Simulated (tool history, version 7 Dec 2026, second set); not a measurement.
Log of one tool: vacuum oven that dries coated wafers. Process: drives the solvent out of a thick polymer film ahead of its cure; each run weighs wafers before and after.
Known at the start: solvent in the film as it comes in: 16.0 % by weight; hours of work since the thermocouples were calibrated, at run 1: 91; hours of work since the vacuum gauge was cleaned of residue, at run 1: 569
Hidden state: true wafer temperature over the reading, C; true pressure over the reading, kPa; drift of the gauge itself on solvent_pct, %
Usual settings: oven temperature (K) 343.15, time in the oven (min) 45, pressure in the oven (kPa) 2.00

run	hour	oven temperature (K)	time in the oven (min)	pressure in the oven (kPa)	hours of work since the thermocouples were calibrated	hours of work since the vacuum gauge was cleaned of residue	solvent left in the film (%)
1	0.0	343.15	45	2.00	91	569	1.55
2	22.4	343.15	45	2.00	106	585	1.57
3	40.8	343.15	45	2.00	119	598	1.65
4	53.6	343.15	62	2.00	128	607	1.15
5	77.9	343.15	45	2.67	145	624	1.85
6	95.8	343.15	45	2.67	158	636	1.84
7	122.3	343.15	26	2.00	176	655	3.17
8	140.7	343.15	31	2.00	189	668	2.52
9	167.3	343.15	31	2.00	208	686	2.56
10	197.4	357.15	45	2.00	229	707	0.53
11	213.7	343.15	63	2.00	240	719	1.17
12	234.0	343.15	63	2.00	254	733	1.18
13	254.7	343.15	63	1.92	269	747	1.14
# hour 259.2: oven's thermocouples calibrated
14	281.0	343.15	63	1.92	15	764	1.07
15	297.9	343.15	33	2.00	27	776	2.24
16	321.0	343.15	33	2.00	43	792	2.27
17	334.3	343.15	33	2.00	53	802	2.25
18	354.5	335.15	45	2.00	67	816	3.81
19	370.8	343.15	45	2.00	78	827	1.60
20	386.3	343.15	45	2.00	89	838	1.53
21	400.5	343.15	45	2.00	99	848	1.50
# hour 421.4: oven's thermocouples calibrated, once more
22	431.0	343.15	45	2.00	7	868	1.63
23	453.4	343.15	45	2.00	22	883	1.72
24	477.5	336.15	45	2.00	39	900	3.71
25	495.4	347.15	57	4.36	52	913	1.70
26	516.2	347.15	57	4.36	66	927	1.71
27	540.1	338.15	25	4.36	83	944	6.23
28	563.6	332.15	69	4.36	99	961	4.92
29	580.6	340.15	37	4.36	111	972	3.99
30	607.4	340.15	37	4.36	130	991	3.86
31	632.3	340.15	37	4.36	148	1009	3.94
32	650.5	343.15	48	4.36	160	1021	2.47
33	663.8	347.15	45	2.00	170	1031	1.06
34	685.7	334.15	73	1.00	185	1046	2.19
35	704.8	342.15	35	5.03	198	1059	3.73
36	734.5	342.15	35	5.03	219	1080	3.66
37	758.6	343.15	53	2.00	236	1097	1.40
38	788.5	350.15	39	1.03	257	1118	0.64
39	814.1	341.15	33	2.00	275	1136	3.03
40	837.6	347.15	29	2.54	291	1152	1.95

3 ways to go on from here, each from the tool as it stands after run 40. What would each give?
A	861.3	347.15	29	3.31	308	1169	?
B	861.3	343.15	69	1.02	308	1169	?
C	861.3	343.15	59	6.50	308	1169	?

run	solvent left in the film (%)
A	2.13
B	0.81
C	2.98
Without the tool's hidden state the same runs would have given:
run	solvent left in the film (%)
A	2.03
B	0.61
C	2.82

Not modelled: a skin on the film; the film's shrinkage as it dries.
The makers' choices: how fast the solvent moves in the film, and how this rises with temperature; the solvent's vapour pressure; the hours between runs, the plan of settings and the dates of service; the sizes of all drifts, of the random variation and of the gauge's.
